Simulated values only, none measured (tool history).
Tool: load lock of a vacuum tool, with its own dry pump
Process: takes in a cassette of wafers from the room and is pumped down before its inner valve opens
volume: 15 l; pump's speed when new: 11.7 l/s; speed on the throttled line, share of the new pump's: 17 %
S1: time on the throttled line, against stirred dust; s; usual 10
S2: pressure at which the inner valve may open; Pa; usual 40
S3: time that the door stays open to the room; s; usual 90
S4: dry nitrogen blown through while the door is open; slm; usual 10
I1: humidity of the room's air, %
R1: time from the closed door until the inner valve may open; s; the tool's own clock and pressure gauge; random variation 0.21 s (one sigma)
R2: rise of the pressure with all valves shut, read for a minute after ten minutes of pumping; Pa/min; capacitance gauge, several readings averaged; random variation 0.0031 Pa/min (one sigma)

run    hour  S1  S2   S3  S4    I1    R1     R2
  1     0.0  10  40   90  10  43.5  18.6  0.057
  2   328.0  10  40   90  10  44.2  18.2  0.058
  3   513.5  10  40   90  10  44.9  18.3  0.066
  4   762.1  10  40   90  10  47.3  18.5  0.060
  5   957.9  10  40   90  10  48.8  18.2  0.073
  6  1280.4  10  40   90  10  43.1  18.5  0.058
  7  1554.7  10  40   90  10  42.8  18.3  0.063
  8  1837.1  10  40   90  20  41.9  18.3  0.039
  9  2126.2  10  40   90  20  43.5  18.7  0.044
 10  2330.4  10  40   90  10  47.4  18.7  0.061
 11  2675.4  10  40   90  10  44.0  18.1  0.065
     2932.8  -- dry pump taken out, an overhauled one fitted
 12  2993.7  10  40   90  10  43.0  18.5  0.065
 13  3339.8  10  40   90  10  44.8  18.4  0.068
 14  3589.0  10  40   90  10  45.2  18.2  0.061
 15  3864.6  10  30   90  10  45.0  18.8  0.065
 16  4135.7  10  40   64  10  48.1  18.3  0.057
 17  4300.1  10  40   64  10  42.7  18.4  0.053
 18  4495.2  10  40   64  10  45.4  18.2  0.056
 19  4726.3  10  40   64  10  48.1  18.3  0.052
 20  5031.3  13  48   90  10  48.3  20.7  0.069
 21  5278.9  13  48   90  10  46.4  20.6  0.062
 22  5568.8  12  40   90  10  48.4  19.8  0.064
 23  5921.6   5  40   31  11  46.2  14.4  0.045
 24  6144.7   5  40   31  11  45.8  14.2  0.044
 25  6340.8   5  40   31  11  44.2  14.5  0.042
 26  6683.8  10  36   90  10  41.3  18.6  0.053
 27  6961.1   5  40  197  10  43.5  14.3  0.078
 28  7149.5   5  40  197  10  44.2  14.5  0.082
 29  7473.8   5  40   26   5  45.7  13.9  0.056
 30  7697.5  13  40   44  10  46.7  21.0  0.052
 31  7859.2  13  40   44  10  46.8  20.9  0.050
 32  8009.1  13  40   44  10  42.1  20.8  0.050
 33  8308.6  10  36   51  10  46.2  18.4  0.055
 34  8578.8  10  36   51  18  47.5  18.3  0.040
 35  8903.1   9  36  127   6  44.2  18.0  0.084
 36  9051.2   5  40   90   9  41.3  14.2  0.060
 37  9316.5   5  40   90   9  42.9  14.3  0.058
 38  9658.0  10  40   90   5  42.1  18.5  0.075

Forecast each of these 3 alternatives for the next run:
  A  9847.1   6  28  119   5  47.5   ?   ?
  B  9847.1  10  29   90   5  45.6   ?   ?
  C  9847.1  10  69  152   5  43.0   ?   ?

run    R1     R2
  A  15.4  0.091
  B  18.5  0.087
  C  17.5  0.095
Without the tool's hidden state the same runs would have given:
run    R1     R2
  A  15.4  0.089
  B  18.5  0.085
  C  17.5  0.094

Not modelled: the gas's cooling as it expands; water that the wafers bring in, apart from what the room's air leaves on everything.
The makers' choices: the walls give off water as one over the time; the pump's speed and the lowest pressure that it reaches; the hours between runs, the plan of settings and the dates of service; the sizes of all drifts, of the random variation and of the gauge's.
